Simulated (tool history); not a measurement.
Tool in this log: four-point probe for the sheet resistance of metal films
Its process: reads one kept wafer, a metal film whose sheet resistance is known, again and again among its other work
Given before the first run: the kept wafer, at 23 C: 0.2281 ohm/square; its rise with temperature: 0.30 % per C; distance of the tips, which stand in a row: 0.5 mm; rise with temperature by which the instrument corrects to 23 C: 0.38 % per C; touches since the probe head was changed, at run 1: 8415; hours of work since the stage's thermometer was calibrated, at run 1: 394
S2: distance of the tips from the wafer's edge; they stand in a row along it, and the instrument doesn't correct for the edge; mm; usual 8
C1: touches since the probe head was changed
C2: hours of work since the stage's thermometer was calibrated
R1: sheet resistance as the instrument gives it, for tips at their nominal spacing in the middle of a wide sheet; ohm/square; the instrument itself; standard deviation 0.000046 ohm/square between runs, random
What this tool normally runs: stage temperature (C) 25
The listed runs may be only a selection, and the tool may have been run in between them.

Run 1, hour 0: usual settings; C1 8415; C2 394. Result: R1 0.228915 ohm/square.
Run 2, hour 7.1: usual settings; C1 8663; C2 398. Result: R1 0.228927 ohm/square.
Run 3, hour 19.5: usual settings but stage temperature (C) 33; C1 9097; C2 405. Result: R1 0.227584 ohm/square.
Run 4, hour 34.2: usual settings; C1 9612; C2 414. Result: R1 0.228985 ohm/square.
Run 5, hour 49.9: usual settings; C1 10160; C2 423. Result: R1 0.228946 ohm/square.
Run 6, hour 64.3: usual settings but S2 15 mm; C1 10661; C2 431. Result: R1 0.22866 ohm/square.
Run 7, hour 78.1: usual settings but S2 15 mm; C1 11144; C2 439. Result: R1 0.228624 ohm/square.
Run 8, hour 92.8: usual settings but S2 4 mm; C1 11657; C2 447. Result: R1 0.230365 ohm/square.
Run 9, hour 104.3: usual settings; C1 12058; C2 454. Result: R1 0.229065 ohm/square.
Run 10, hour 118.3: usual settings; C1 12548; C2 462. Result: R1 0.228963 ohm/square.
Run 11, hour 133.6: usual settings; C1 13083; C2 471. Result: R1 0.228925 ohm/square.
Run 12, hour 146.3: usual settings; C1 13527; C2 478. Result: R1 0.229033 ohm/square.
Run 13, hour 154.7: usual settings; C1 13820; C2 483. Result: R1 0.228962 ohm/square.
Run 14, hour 166.8: usual settings; C1 14243; C2 490. Result: R1 0.228954 ohm/square.
Run 15, hour 177.6: usual settings; C1 14621; C2 496. Result: R1 0.229068 ohm/square.
Run 16, hour 186.2: usual settings; C1 14922; C2 501. Result: R1 0.229088 ohm/square.
Run 17, hour 197.2: usual settings but S2 7 mm; C1 15305; C2 508. Result: R1 0.229161 ohm/square.
Run 18, hour 212: usual settings but stage temperature (C) 29, S2 42 mm; C1 15824; C2 516. Result: R1 0.227939 ohm/square.
Run 19, hour 219.6: usual settings but stage temperature (C) 29, S2 42 mm; C1 16089; C2 520. Result: R1 0.227971 ohm/square.
Run 20, hour 226.9: usual settings but stage temperature (C) 18, S2 4 mm; C1 16342; C2 525. Result: R1 0.231679 ohm/square.
Run 21, hour 235.2: usual settings but stage temperature (C) 33, S2 19 mm; C1 16632; C2 529. Result: R1 0.22738 ohm/square.
Run 22, hour 243.2: usual settings but stage temperature (C) 29, S2 17 mm; C1 16912; C2 534. Result: R1 0.228018 ohm/square.
Run 23, hour 253.1: usual settings but stage temperature (C) 29, S2 17 mm; C1 17260; C2 540. Result: R1 0.228054 ohm/square.
Run 24, hour 261.9: usual settings but stage temperature (C) 29, S2 17 mm; C1 17569; C2 545. Result: R1 0.228063 ohm/square.
Run 25, hour 268.3: usual settings but stage temperature (C) 20, S2 4 mm; C1 17792; C2 549. Result: R1 0.231327 ohm/square.
Run 26, hour 278.3: usual settings but stage temperature (C) 31; C1 18141; C2 554. Result: R1 0.228102 ohm/square.
Run 27, hour 287.1: usual settings but stage temperature (C) 35; C1 18449; C2 559. Result: R1 0.227421 ohm/square.
Run 28, hour 302.4: usual settings but S2 3 mm; C1 18982; C2 568. Result: R1 0.23191 ohm/square.
Run 29, hour 310.3: usual settings but stage temperature (C) 28, S2 3 mm; C1 19256; C2 573. Result: R1 0.231406 ohm/square.
Run 30, hour 325.8: usual settings but stage temperature (C) 28, S2 3 mm; C1 19799; C2 582. Result: R1 0.231636 ohm/square.
Run 31, hour 335.7: usual settings but stage temperature (C) 21, S2 9 mm; C1 20147; C2 588. Result: R1 0.229778 ohm/square.
Run 32, hour 345.6: usual settings but stage temperature (C) 22, S2 34 mm; C1 20492; C2 593. Result: R1 0.229214 ohm/square.

The same runs without the tool's hidden state, with the same run-to-run variation:
Unlogged tool condition in this case: inner tips' distance over the nominal, %; tips' flats over new ones', %; wafer's true temperature over the reading, C; drift of the gauge itself on sheet_ohm, %.
run        R1
  1  0.228237
  2  0.228244
  3  0.226895
  4  0.228283
  5  0.228235
  6   0.22794
  7  0.227896
  8  0.229622
  9  0.228319
 10  0.228207
 11  0.228159
 12  0.228258
 13  0.228181
 14  0.228166
 15  0.228271
 16  0.228285
 17  0.228349
 18  0.227121
 19  0.227147
 20   0.23084
 21  0.226547
 22  0.227178
 23  0.227208
 24  0.227211
 25  0.230462
 26  0.227239
 27  0.226554
 28  0.231018
 29  0.230511
 30  0.230728
 31  0.228872
 32  0.228302
